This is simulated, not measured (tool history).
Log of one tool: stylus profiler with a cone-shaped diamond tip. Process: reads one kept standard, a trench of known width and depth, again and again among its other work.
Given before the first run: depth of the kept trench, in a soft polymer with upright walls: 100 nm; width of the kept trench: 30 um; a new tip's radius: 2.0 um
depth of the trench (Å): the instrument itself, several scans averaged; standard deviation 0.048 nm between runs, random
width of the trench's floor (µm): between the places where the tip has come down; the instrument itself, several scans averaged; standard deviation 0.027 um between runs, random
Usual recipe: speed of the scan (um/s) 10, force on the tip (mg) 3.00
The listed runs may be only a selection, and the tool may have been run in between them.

run	hour	speed of the scan (um/s)	force on the tip (mg)	depth of the trench (Å)	width of the trench's floor (µm)
1	0.0	10	3.00	1010.4	28.71
2	11.3	10	3.00	1009.4	28.77
3	25.7	10	3.00	1010.3	28.69
4	39.1	10	3.00	1011.4	28.75
5	52.8	10	3.00	1009.9	28.71
6	66.9	10	3.00	1011.3	28.69
7	78.3	10	3.00	1010.6	28.69
8	85.2	10	3.00	1010.0	28.65
9	99.4	10	3.00	1010.6	28.66
10	114.1	10	3.00	1010.5	28.69
11	124.4	10	3.00	1011.1	28.70
12	139.7	10	3.00	1010.6	28.72
13	150.5	10	3.00	1010.9	28.71
14	162.4	10	3.00	1010.7	28.70
15	176.5	10	3.00	1010.3	28.73
16	187.8	10	8.49	1021.9	28.75
17	196.7	10	3.00	1010.6	28.73
18	203.3	10	3.00	1010.4	28.71
19	215.9	10	3.00	1010.3	28.65
20	224.0	10	3.00	1011.0	28.67
21	235.9	10	3.00	1010.6	28.72
22	244.7	10	3.00	1011.3	28.67
23	256.8	8	3.00	1011.0	28.69
24	267.6	10	2.35	1009.0	28.67
25	282.0	10	2.35	1008.8	28.65
26	292.0	40	1.26	1006.7	28.40
27	300.6	10	6.37	1017.0	28.68
28	315.6	10	6.37	1017.3	28.70
29	326.2	10	6.37	1017.3	28.73
30	337.3	10	6.37	1017.8	28.72
31	350.6	3	4.63	1015.1	28.75
32	362.0	2	6.64	1018.4	28.74
33	374.2	10	2.29	1009.7	28.66
34	387.4	10	2.29	1009.2	28.70
35	401.0	4	5.93	1016.7	28.77
36	408.4	4	1.54	1006.6	28.76
37	423.7	4	1.54	1006.8	28.69
38	432.7	30	5.76	1017.1	28.67
39	445.8	30	5.76	1016.4	28.66
40	457.5	29	1.12	1004.6	28.51
41	467.2	11	1.13	1005.6	28.64
42	474.6	11	2.29	1008.2	28.68
43	486.2	11	2.29	1008.6	28.65
44	499.7	11	2.29	1008.7	28.69
45	515.9	11	2.29	1008.5	28.73
46	523.9	19	2.29	1009.2	28.64
47	537.4	2	1.61	1007.1	28.72
48	544.7	3	5.06	1016.5	28.77

Consider 3 possible next runs. They are alternatives, not a sequence: every one starts from the tool as it was left by run 48. What does each give?
A	554.5	25	2.40	?	?
B	554.5	32	5.58	?	?
C	554.5	17	5.06	?	?

run	depth of the trench (Å)	width of the trench's floor (µm)
A	1009.2	28.57
B	1016.0	28.59
C	1014.8	28.67
With the hidden condition removed and each run's random variation left untouched, the same runs would have given:
run	depth of the trench (Å)	width of the trench's floor (µm)
A	1009.2	28.58
B	1016.1	28.59
C	1014.9	28.67
